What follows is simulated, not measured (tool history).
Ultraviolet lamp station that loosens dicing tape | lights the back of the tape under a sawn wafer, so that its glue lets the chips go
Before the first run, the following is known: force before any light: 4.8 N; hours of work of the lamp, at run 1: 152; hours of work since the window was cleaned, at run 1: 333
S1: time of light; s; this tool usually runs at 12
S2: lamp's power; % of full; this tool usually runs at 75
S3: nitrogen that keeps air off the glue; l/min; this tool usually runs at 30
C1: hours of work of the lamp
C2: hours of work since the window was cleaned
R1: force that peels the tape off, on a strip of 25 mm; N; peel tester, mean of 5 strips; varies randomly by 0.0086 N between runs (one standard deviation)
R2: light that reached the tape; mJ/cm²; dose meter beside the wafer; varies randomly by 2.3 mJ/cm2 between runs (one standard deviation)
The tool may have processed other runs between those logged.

Run 1, hour 0.0: usual settings; C1 152; C2 333. Result: R1 0.445 N, R2 199 mJ/cm².
Run 2, hour 14.9: usual settings; C1 158; C2 339. Result: R1 0.437 N, R2 198 mJ/cm².
Run 3, hour 47.8: usual settings; C1 171; C2 352. Result: R1 0.456 N, R2 189 mJ/cm².
Run 4, hour 71.8: usual settings; C1 181; C2 362. Result: R1 0.437 N, R2 197 mJ/cm².
Run 5, hour 93.1: usual settings but S2 64 % of full; C1 190; C2 370. Result: R1 0.584 N, R2 162 mJ/cm².
Run 6, hour 112.7: usual settings but S2 64 % of full; C1 197; C2 378. Result: R1 0.558 N, R2 164 mJ/cm².
Run 7, hour 143.5: usual settings but S2 64 % of full; C1 210; C2 391. Result: R1 0.565 N, R2 165 mJ/cm².
Run 8, hour 175.9: usual settings but S2 76 % of full; C1 223; C2 404. Result: R1 0.467 N, R2 189 mJ/cm².
Run 9, hour 206.8: usual settings; C1 235; C2 416. Result: R1 0.484 N, R2 182 mJ/cm².
Run 10, hour 236.6: usual settings; C1 248; C2 428. Result: R1 0.492 N, R2 178 mJ/cm².
Run 11, hour 253.9: usual settings; C1 254; C2 435. Result: R1 0.491 N, R2 180 mJ/cm².
Run 12, hour 285.6: usual settings but S2 65 % of full; C1 267; C2 448. Result: R1 0.593 N, R2 154 mJ/cm².
Run 13, hour 315.6: usual settings but S2 65 % of full; C1 279; C2 460. Result: R1 0.654 N, R2 149 mJ/cm².
Run 14, hour 332.5: usual settings but S2 65 % of full; C1 286; C2 467. Result: R1 0.639 N, R2 152 mJ/cm².
Run 15, hour 351.0: usual settings but S2 65 % of full; C1 294; C2 474. Result: R1 0.635 N, R2 152 mJ/cm².
Run 16, hour 369.9: usual settings but S2 65 % of full; C1 301; C2 482. Result: R1 0.670 N, R2 151 mJ/cm².
Run 17, hour 397.5: usual settings but S2 65 % of full; C1 313; C2 493. Result: R1 0.670 N, R2 150 mJ/cm².
Run 18, hour 427.8: usual settings but S2 65 % of full; C1 325; C2 506. Result: R1 0.681 N, R2 148 mJ/cm².
Run 19, hour 455.3: usual settings but S2 65 % of full; C1 336; C2 517. Result: R1 0.678 N, R2 145 mJ/cm².
Run 20, hour 473.3: usual settings but S2 65 % of full; C1 343; C2 524. Result: R1 0.678 N, R2 144 mJ/cm².
Run 21, hour 494.4: usual settings but S2 65 % of full; C1 352; C2 532. Result: R1 0.691 N, R2 145 mJ/cm².
At hour 504.3: window cleaned of glue's vapour.
Run 22, hour 514.0: usual settings but S1 6 s, S2 65 % of full; C1 359; C2 4. Result: R1 1.583 N, R2 81 mJ/cm².
Run 23, hour 537.7: usual settings but S2 87 % of full, S3 59 l/min; C1 369; C2 14. Result: R1 0.340 N, R2 204 mJ/cm².
Run 24, hour 568.4: usual settings but S1 9 s, S2 83 % of full, S3 18 l/min; C1 381; C2 26. Result: R1 0.870 N, R2 148 mJ/cm².
Run 25, hour 591.4: usual settings but S1 23 s, S2 74 % of full, S3 12 l/min; C1 391; C2 35. Result: R1 0.325 N, R2 332 mJ/cm².
Run 26, hour 609.3: usual settings but S1 8 s, S2 74 % of full, S3 25 l/min; C1 398; C2 42. Result: R1 1.039 N, R2 114 mJ/cm².
Run 27, hour 640.6: usual settings but S1 8 s, S2 74 % of full, S3 25 l/min; C1 411; C2 55. Result: R1 1.087 N, R2 113 mJ/cm².
Run 28, hour 663.2: usual settings but S1 6 s; C1 420; C2 64. Result: R1 1.389 N, R2 85 mJ/cm².
Run 29, hour 684.4: usual settings but S1 15 s, S2 76 % of full; C1 428; C2 73. Result: R1 0.391 N, R2 211 mJ/cm².
Run 30, hour 715.8: usual settings but S1 13 s; C1 441; C2 85. Result: R1 0.510 N, R2 173 mJ/cm².
Run 31, hour 733.1: usual settings but S1 13 s; C1 448; C2 92. Result: R1 0.492 N, R2 181 mJ/cm².
Run 32, hour 763.0: usual settings but S1 13 s; C1 460; C2 105. Result: R1 0.509 N, R2 176 mJ/cm².
Run 33, hour 795.0: usual settings but S1 13 s; C1 473; C2 117. Result: R1 0.530 N, R2 175 mJ/cm².
Run 34, hour 823.3: usual settings but S1 13 s; C1 484; C2 129. Result: R1 0.535 N, R2 172 mJ/cm².
Run 35, hour 842.0: usual settings but S1 17 s, S2 74 % of full, S3 22 l/min; C1 492; C2 136. Result: R1 0.432 N, R2 221 mJ/cm².
Run 36, hour 857.9: usual settings but S2 84 % of full, S3 20 l/min; C1 498; C2 143. Result: R1 0.619 N, R2 173 mJ/cm².
Run 37, hour 881.2: usual settings but S2 80 % of full, S3 40 l/min; C1 508; C2 152. Result: R1 0.512 N, R2 165 mJ/cm².
Run 38, hour 894.8: usual settings but S2 80 % of full, S3 40 l/min; C1 513; C2 158. Result: R1 0.493 N, R2 164 mJ/cm².
Run 39, hour 921.9: usual settings but S1 8 s, S2 63 % of full, S3 28 l/min; C1 524; C2 169. Result: R1 1.502 N, R2 85 mJ/cm².
Run 40, hour 937.2: usual settings but S1 16 s, S2 61 % of full, S3 18 l/min; C1 530; C2 175. Result: R1 0.731 N, R2 164 mJ/cm².
Run 41, hour 965.9: usual settings but S1 21 s, S2 95 % of full, S3 18 l/min; C1 542; C2 187. Result: R1 0.282 N, R2 333 mJ/cm².
Run 42, hour 980.0: usual settings but S1 18 s, S2 82 % of full, S3 40 l/min; C1 548; C2 192. Result: R1 0.305 N, R2 239 mJ/cm².
Run 43, hour 1009.5: usual settings but S2 64 % of full, S3 42 l/min; C1 560; C2 204. Result: R1 0.787 N, R2 124 mJ/cm².
Run 44, hour 1026.1: usual settings but S2 64 % of full, S3 42 l/min; C1 566; C2 211. Result: R1 0.772 N, R2 125 mJ/cm².

Some steps in R1 between neighbouring runs. How much of each would the tool show without its hidden state too (settings, what came in, random variation), and how much is left for the hidden state, with any gauge scatter that isn't in both results?
The tool's hidden condition here consists of: lamp's light, % of a new lamp's; light that the window lets through, % of a clean one's; drift of the gauge itself on peel_n, %; drift of the gauge itself on dose_mj_cm2, %.
Run 22 -> 23: S1 6 -> 12, S2 65 -> 87, S3 30 -> 59. R1 -1.243 N: hidden state -0.359, all else -0.884.
Run 28 -> 29: S1 6 -> 15, S2 75 -> 76. R1 -0.998 N: hidden state -0.363, all else -0.635.
Run 38 -> 39: S1 12 -> 8, S2 80 -> 63, S3 40 -> 28. R1 +1.009 N: hidden state +0.448, all else +0.561.

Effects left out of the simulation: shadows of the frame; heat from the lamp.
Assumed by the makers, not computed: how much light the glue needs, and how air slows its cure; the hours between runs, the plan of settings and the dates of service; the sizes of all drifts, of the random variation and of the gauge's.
